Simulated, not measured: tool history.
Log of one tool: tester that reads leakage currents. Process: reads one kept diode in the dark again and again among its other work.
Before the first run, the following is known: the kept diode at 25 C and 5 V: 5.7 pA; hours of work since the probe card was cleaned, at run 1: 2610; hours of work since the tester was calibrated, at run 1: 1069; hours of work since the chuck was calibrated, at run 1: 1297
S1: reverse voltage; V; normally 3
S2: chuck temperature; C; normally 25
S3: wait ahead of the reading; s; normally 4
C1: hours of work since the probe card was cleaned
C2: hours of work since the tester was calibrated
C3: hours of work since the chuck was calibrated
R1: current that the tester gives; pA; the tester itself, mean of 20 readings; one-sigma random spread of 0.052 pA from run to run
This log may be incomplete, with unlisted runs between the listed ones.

Run 1, hour 0: usual settings; C1 2610; C2 1069; C3 1297. Result: R1 6.42 pA.
Run 2, hour 214.7: usual settings; C1 2735; C2 1193; C3 1422. Result: R1 6.62 pA.
Run 3, hour 426.4: usual settings; C1 2858; C2 1317; C3 1545. Result: R1 6.73 pA.
Run 4, hour 560.3: usual settings but S2 40 C; C1 2936; C2 1394; C3 1623. Result: R1 20.16 pA.
Run 5, hour 765.4: usual settings but S2 40 C; C1 3055; C2 1514; C3 1742. Result: R1 20.37 pA.
Run 6, hour 883.8: usual settings but S2 40 C; C1 3124; C2 1583; C3 1811. Result: R1 20.34 pA.
At hour 959.2: probe card cleaned and baked.
Run 7, hour 1136.4: usual settings but S2 40 C; C1 103; C2 1728; C3 1956. Result: R1 18.66 pA.
Run 8, hour 1335.9: usual settings but S2 40 C; C1 219; C2 1844; C3 2072. Result: R1 18.66 pA.
At hour 1436.2: chuck's temperature calibrated.
Run 9, hour 1482: usual settings but S3 0.99 s; C1 303; C2 1928; C3 27. Result: R1 5.71 pA.
Run 10, hour 1658: usual settings but S3 0.99 s; C1 405; C2 2030; C3 129. Result: R1 5.76 pA.
Run 11, hour 1855.3: usual settings but S3 0.99 s; C1 520; C2 2145; C3 244. Result: R1 5.86 pA.
At hour 1996.5: tester calibrated.
Run 12, hour 2067.5: usual settings but S1 3.63 V; C1 642; C2 41; C3 366. Result: R1 5.83 pA.
Run 13, hour 2211.6: usual settings but S2 33 C; C1 726; C2 125; C3 450. Result: R1 10.35 pA.
Run 14, hour 2444.7: usual settings but S2 33 C; C1 862; C2 261; C3 585. Result: R1 10.41 pA.
Run 15, hour 2685.3: usual settings but S2 33 C; C1 1002; C2 401; C3 725. Result: R1 10.45 pA.
Run 16, hour 2855.2: usual settings; C1 1100; C2 499; C3 824. Result: R1 5.41 pA.
Run 17, hour 3016.4: usual settings; C1 1194; C2 593; C3 918. Result: R1 5.54 pA.
Run 18, hour 3188.2: usual settings; C1 1294; C2 693; C3 1018. Result: R1 5.67 pA.
Run 19, hour 3303.7: usual settings; C1 1361; C2 760; C3 1085. Result: R1 5.78 pA.
Run 20, hour 3471.9: usual settings; C1 1459; C2 858; C3 1183. Result: R1 5.86 pA.
Run 21, hour 3644.5: usual settings; C1 1560; C2 959; C3 1283. Result: R1 5.93 pA.
Run 22, hour 3868.9: usual settings but S1 14.91 V, S2 54 C, S3 0.33 s; C1 1690; C2 1089; C3 1414. Result: R1 155.45 pA.
Run 23, hour 4018: usual settings but S1 12.49 V, S2 40 C, S3 0.59 s; C1 1777; C2 1176; C3 1500. Result: R1 50.37 pA.
Run 24, hour 4173.7: usual settings but S1 12.49 V, S2 40 C, S3 0.59 s; C1 1867; C2 1266; C3 1591. Result: R1 50.75 pA.
Run 25, hour 4299.1: usual settings but S2 22 C, S3 0.53 s; C1 1940; C2 1339; C3 1664. Result: R1 6.8 pA.
Run 26, hour 4444.2: usual settings but S2 22 C, S3 0.53 s; C1 2025; C2 1424; C3 1748. Result: R1 6.83 pA.
Run 27, hour 4571: usual settings but S2 28 C, S3 7.71 s; C1 2098; C2 1497; C3 1822. Result: R1 7.56 pA.
Run 28, hour 4746.5: usual settings but S1 8.32 V, S2 24 C, S3 1.21 s; C1 2200; C2 1599; C3 1924. Result: R1 13.52 pA.
Run 29, hour 4880.1: usual settings but S1 8.32 V, S2 24 C, S3 1.21 s; C1 2278; C2 1677; C3 2002. Result: R1 13.73 pA.
Run 30, hour 5017.6: usual settings but S1 11.17 V, S2 20 C, S3 9.87 s; C1 2358; C2 1757; C3 2082. Result: R1 11.65 pA.
At hour 5094.7: chuck's temperature calibrated.
Run 31, hour 5151: usual settings but S1 11.17 V, S2 20 C, S3 9.87 s; C1 2435; C2 1834; C3 33. Result: R1 11.42 pA.
Run 32, hour 5302.9: usual settings but S1 3.48 V, S2 32 C; C1 2523; C2 1922; C3 121. Result: R1 11.06 pA.
Run 33, hour 5560.8: usual settings but S1 1.8 V, S2 50 C, S3 8.33 s; C1 2673; C2 2072; C3 271. Result: R1 32.04 pA.
Run 34, hour 5734.4: usual settings but S2 41 C, S3 0.41 s; C1 2774; C2 2173; C3 372. Result: R1 23.17 pA.
At hour 5828.1: tester calibrated.
Run 35, hour 5922.8: usual settings but S1 11.3 V, S2 30 C; C1 2882; C2 55; C3 480. Result: R1 22.22 pA.
Run 36, hour 6077.3: usual settings but S1 11.3 V, S2 33 C, S3 9.45 s; C1 2972; C2 145; C3 570. Result: R1 26.32 pA.

For run 37, what comes out?
Run 37, hour 6265.5: usual settings but S2 44 C; C1 3082; C2 254; C3 680. Result: R1 ?.

Run 37 came out at R1 27.22 pA.
With the hidden condition absent and the run-to-run variation left alone, this run would have shown R1 24.92 pA.

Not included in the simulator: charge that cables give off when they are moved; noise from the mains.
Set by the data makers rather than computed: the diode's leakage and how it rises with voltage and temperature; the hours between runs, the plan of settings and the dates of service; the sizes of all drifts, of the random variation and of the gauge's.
